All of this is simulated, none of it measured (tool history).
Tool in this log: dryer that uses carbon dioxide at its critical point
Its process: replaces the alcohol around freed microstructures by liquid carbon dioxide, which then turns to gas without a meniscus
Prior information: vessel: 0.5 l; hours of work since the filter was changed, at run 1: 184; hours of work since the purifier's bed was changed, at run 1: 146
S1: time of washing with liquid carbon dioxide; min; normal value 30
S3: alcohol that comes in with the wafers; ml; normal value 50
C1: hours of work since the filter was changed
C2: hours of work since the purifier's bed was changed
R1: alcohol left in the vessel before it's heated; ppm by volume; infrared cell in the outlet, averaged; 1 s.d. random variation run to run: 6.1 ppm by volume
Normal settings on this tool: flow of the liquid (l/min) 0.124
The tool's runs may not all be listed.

{"run": 1, "hour": 0.0, "S1": 30, "flow of the liquid (l/min)": 0.124, "S3": 50, "C1": 184, "C2": 146, "R1": 412}
{"run": 2, "hour": 8.4, "S1": 30, "flow of the liquid (l/min)": 0.124, "S3": 50, "C1": 187, "C2": 149, "R1": 390}
{"run": 3, "hour": 20.4, "S1": 26, "flow of the liquid (l/min)": 0.124, "S3": 50, "C1": 191, "C2": 153, "R1": 797}
{"run": 4, "hour": 35.3, "S1": 30, "flow of the liquid (l/min)": 0.124, "S3": 50, "C1": 197, "C2": 158, "R1": 401}
{"run": 5, "hour": 43.4, "S1": 33, "flow of the liquid (l/min)": 0.124, "S3": 50, "C1": 200, "C2": 161, "R1": 248}
{"run": 6, "hour": 60.0, "S1": 30, "flow of the liquid (l/min)": 0.124, "S3": 110, "C1": 205, "C2": 166, "R1": 855}
{"run": 7, "hour": 67.5, "S1": 30, "flow of the liquid (l/min)": 0.124, "S3": 50, "C1": 208, "C2": 169, "R1": 400}
{"run": 8, "hour": 77.9, "S1": 30, "flow of the liquid (l/min)": 0.124, "S3": 44, "C1": 212, "C2": 173, "R1": 384}
{"run": 9, "hour": 92.9, "S1": 30, "flow of the liquid (l/min)": 0.124, "S3": 44, "C1": 217, "C2": 178, "R1": 377}
{"run": 10, "hour": 104.2, "S1": 30, "flow of the liquid (l/min)": 0.124, "S3": 44, "C1": 221, "C2": 182, "R1": 384}
{"run": 11, "hour": 118.5, "S1": 30, "flow of the liquid (l/min)": 0.124, "S3": 44, "C1": 226, "C2": 187, "R1": 390}
{"run": 12, "hour": 134.2, "S1": 30, "flow of the liquid (l/min)": 0.124, "S3": 44, "C1": 231, "C2": 192, "R1": 416}
{"run": 13, "hour": 143.3, "S1": 42, "flow of the liquid (l/min)": 0.124, "S3": 50, "C1": 234, "C2": 196, "R1": 90}
{"run": 14, "hour": 150.3, "S1": 42, "flow of the liquid (l/min)": 0.124, "S3": 50, "C1": 237, "C2": 198, "R1": 86}
{"run": 15, "hour": 158.7, "S1": 42, "flow of the liquid (l/min)": 0.124, "S3": 50, "C1": 240, "C2": 201, "R1": 90}
{"run": 16, "hour": 166.0, "S1": 30, "flow of the liquid (l/min)": 0.124, "S3": 29, "C1": 242, "C2": 203, "R1": 297}
{"run": 17, "hour": 174.6, "S1": 30, "flow of the liquid (l/min)": 0.095, "S3": 29, "C1": 245, "C2": 206, "R1": 933}
{"run": 18, "hour": 190.6, "S1": 30, "flow of the liquid (l/min)": 0.095, "S3": 29, "C1": 251, "C2": 212, "R1": 950}
{"hour": 202.9, "done": "inlet filter changed"}
{"run": 19, "hour": 202.9, "S1": 19, "flow of the liquid (l/min)": 0.124, "S3": 50, "C1": 0, "C2": 216, "R1": 2186}
{"run": 20, "hour": 217.1, "S1": 19, "flow of the liquid (l/min)": 0.124, "S3": 50, "C1": 5, "C2": 221, "R1": 2187}
{"run": 21, "hour": 233.7, "S1": 41, "flow of the liquid (l/min)": 0.124, "S3": 50, "C1": 11, "C2": 227, "R1": 75}
{"run": 22, "hour": 247.2, "S1": 41, "flow of the liquid (l/min)": 0.124, "S3": 50, "C1": 15, "C2": 231, "R1": 87}
{"run": 23, "hour": 259.2, "S1": 41, "flow of the liquid (l/min)": 0.124, "S3": 50, "C1": 20, "C2": 236, "R1": 89}
{"run": 24, "hour": 269.0, "S1": 41, "flow of the liquid (l/min)": 0.124, "S3": 50, "C1": 23, "C2": 239, "R1": 84}
{"run": 25, "hour": 282.3, "S1": 47, "flow of the liquid (l/min)": 0.106, "S3": 35, "C1": 28, "C2": 244, "R1": 87}
{"run": 26, "hour": 291.5, "S1": 30, "flow of the liquid (l/min)": 0.178, "S3": 38, "C1": 31, "C2": 247, "R1": 64}
{"run": 27, "hour": 304.9, "S1": 30, "flow of the liquid (l/min)": 0.178, "S3": 38, "C1": 36, "C2": 252, "R1": 70}
{"run": 28, "hour": 315.4, "S1": 30, "flow of the liquid (l/min)": 0.178, "S3": 86, "C1": 39, "C2": 255, "R1": 93}
{"run": 29, "hour": 332.1, "S1": 20, "flow of the liquid (l/min)": 0.092, "S3": 95, "C1": 45, "C2": 261, "R1": 10251}
{"run": 30, "hour": 340.3, "S1": 20, "flow of the liquid (l/min)": 0.092, "S3": 95, "C1": 48, "C2": 264, "R1": 10243}
{"run": 31, "hour": 356.0, "S1": 20, "flow of the liquid (l/min)": 0.092, "S3": 95, "C1": 53, "C2": 269, "R1": 10362}
{"run": 32, "hour": 368.6, "S1": 20, "flow of the liquid (l/min)": 0.092, "S3": 95, "C1": 58, "C2": 274, "R1": 10399}
{"run": 33, "hour": 379.0, "S1": 20, "flow of the liquid (l/min)": 0.092, "S3": 95, "C1": 61, "C2": 277, "R1": 10733}
{"run": 34, "hour": 392.9, "S1": 20, "flow of the liquid (l/min)": 0.092, "S3": 95, "C1": 66, "C2": 282, "R1": 10604}
{"run": 35, "hour": 400.2, "S1": 31, "flow of the liquid (l/min)": 0.115, "S3": 53, "C1": 69, "C2": 285, "R1": 454}
{"run": 36, "hour": 408.0, "S1": 30, "flow of the liquid (l/min)": 0.124, "S3": 59, "C1": 72, "C2": 287, "R1": 398}
{"run": 37, "hour": 421.7, "S1": 30, "flow of the liquid (l/min)": 0.124, "S3": 59, "C1": 76, "C2": 292, "R1": 412}
{"run": 38, "hour": 432.4, "S1": 30, "flow of the liquid (l/min)": 0.124, "S3": 59, "C1": 80, "C2": 296, "R1": 395}
{"run": 39, "hour": 442.2, "S1": 30, "flow of the liquid (l/min)": 0.114, "S3": 40, "C1": 83, "C2": 299, "R1": 424}
{"run": 40, "hour": 455.6, "S1": 30, "flow of the liquid (l/min)": 0.114, "S3": 40, "C1": 88, "C2": 304, "R1": 445}
{"run": 41, "hour": 472.1, "S1": 21, "flow of the liquid (l/min)": 0.124, "S3": 90, "C1": 94, "C2": 310, "R1": 3092}
{"run": 42, "hour": 481.3, "S1": 31, "flow of the liquid (l/min)": 0.187, "S3": 90, "C1": 97, "C2": 313, "R1": 90}
{"run": 43, "hour": 491.7, "S1": 26, "flow of the liquid (l/min)": 0.124, "S3": 108, "C1": 101, "C2": 317, "R1": 1462}
{"run": 44, "hour": 504.8, "S1": 26, "flow of the liquid (l/min)": 0.108, "S3": 50, "C1": 105, "C2": 321, "R1": 1326}
{"run": 45, "hour": 512.8, "S1": 24, "flow of the liquid (l/min)": 0.096, "S3": 85, "C1": 108, "C2": 324, "R1": 4883}
{"run": 46, "hour": 521.2, "S1": 26, "flow of the liquid (l/min)": 0.1, "S3": 44, "C1": 111, "C2": 327, "R1": 1626}

Here are 3 independent what-if runs from the current tool condition. What would each one return?
{"run": "A", "hour": 535.7, "S1": 26, "flow of the liquid (l/min)": 0.1, "S3": 27, "C1": 116, "C2": 332, "R1": "?"}
{"run": "B", "hour": 535.7, "S1": 21, "flow of the liquid (l/min)": 0.166, "S3": 23, "C1": 116, "C2": 332, "R1": "?"}
{"run": "C", "hour": 535.7, "S1": 31, "flow of the liquid (l/min)": 0.1, "S3": 44, "C1": 116, "C2": 332, "R1": "?"}

run=A R1=1025
run=B R1=269
run=C R1=804
Take away the tool's hidden state, keep each run's random variation, and the runs would have read:
run=A R1=787
run=B R1=155
run=C R1=582

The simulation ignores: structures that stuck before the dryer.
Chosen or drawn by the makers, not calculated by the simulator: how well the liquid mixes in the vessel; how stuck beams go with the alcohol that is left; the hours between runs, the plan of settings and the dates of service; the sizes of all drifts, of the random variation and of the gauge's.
